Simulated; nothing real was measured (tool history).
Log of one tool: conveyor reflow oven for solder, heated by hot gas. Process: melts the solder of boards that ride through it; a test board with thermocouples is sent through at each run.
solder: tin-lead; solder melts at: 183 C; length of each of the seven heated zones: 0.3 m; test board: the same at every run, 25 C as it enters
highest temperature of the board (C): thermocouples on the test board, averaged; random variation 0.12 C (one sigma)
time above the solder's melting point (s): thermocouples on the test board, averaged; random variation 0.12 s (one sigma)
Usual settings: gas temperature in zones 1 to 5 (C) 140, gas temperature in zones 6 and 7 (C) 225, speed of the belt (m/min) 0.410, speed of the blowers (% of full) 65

run,hour,gas temperature in zones 1 to 5 (C),gas temperature in zones 6 and 7 (C),speed of the belt (m/min),speed of the blowers (% of full),highest temperature of the board (C),time above the solder's melting point (s)
1,0.0,140,225,0.410,65,205.5,53.0
2,11.5,140,214,0.410,65,196.6,39.2
3,30.9,140,214,0.410,65,196.5,39.1
4,54.1,152,225,0.410,65,208.0,62.0
5,71.1,152,225,0.410,65,207.9,61.8
6,90.1,140,225,0.410,65,205.2,52.6
7,102.1,140,225,0.410,65,205.0,52.5
8,123.5,140,225,0.410,65,205.2,52.3
9,147.8,140,225,0.410,65,205.8,53.4
10,163.2,140,225,0.410,65,205.7,53.3
11,173.0,140,225,0.410,65,205.6,53.3
12,195.3,140,225,0.351,65,210.1,70.6
13,206.5,140,225,0.351,65,210.1,70.6
14,222.2,140,225,0.351,65,210.1,70.4
15,237.1,140,225,0.351,65,210.0,70.4
16,255.4,153,224,0.410,83,209.4,66.0
17,269.9,140,225,0.410,70,206.1,54.3
18,288.8,140,225,0.410,70,206.4,54.5
19,310.1,140,225,0.410,70,206.1,53.9
20,330.6,134,225,0.410,70,204.7,50.1
21,343.3,134,225,0.410,70,204.8,49.8
22,360.3,127,240,0.410,65,214.5,57.8
23,383.4,127,240,0.407,65,214.8,58.8
24,399.1,128,218,0.475,65,192.0,21.0
25,412.0,147,230,0.390,57,210.8,66.0
26,424.4,147,230,0.390,57,210.7,66.2
27,435.2,140,225,0.410,69,206.1,54.1
28,457.6,140,239,0.410,65,216.6,65.3
29,470.1,140,239,0.410,65,216.4,65.2
30,480.4,132,216,0.410,63,195.8,34.5

Not shown: 2 entries that the log had between the listed runs. Between which runs, and how does the tool's hidden state differ before and after?
Between runs 8 and 9: flux residue cleaned out of gas plates and filters (hour 142.0)
  heat that the gas passes to the board, % of a clean oven's: 97.3 -> 99.8; belt's true speed, % of the reading: 99.75 -> 99.73; true gas temperature in zones 6 and 7 over the reading, C: -1.09 -> -1.12
  measured less the result without the state, highest temperature of the board (C): -1.5 -> -0.9; time above the solder's melting point (s): -2.0 -> -0.9
Between runs 23 and 24: flux residue cleaned out of gas plates and filters (hour 397.8)
  heat that the gas passes to the board, % of a clean oven's: 97.7 -> 99.3; belt's true speed, % of the reading: 99.54 -> 99.53; true gas temperature in zones 6 and 7 over the reading, C: -1.47 -> -1.49
  measured less the result without the state, highest temperature of the board (C): -1.8 -> -1.2; time above the solder's melting point (s): -1.6 -> -2.0

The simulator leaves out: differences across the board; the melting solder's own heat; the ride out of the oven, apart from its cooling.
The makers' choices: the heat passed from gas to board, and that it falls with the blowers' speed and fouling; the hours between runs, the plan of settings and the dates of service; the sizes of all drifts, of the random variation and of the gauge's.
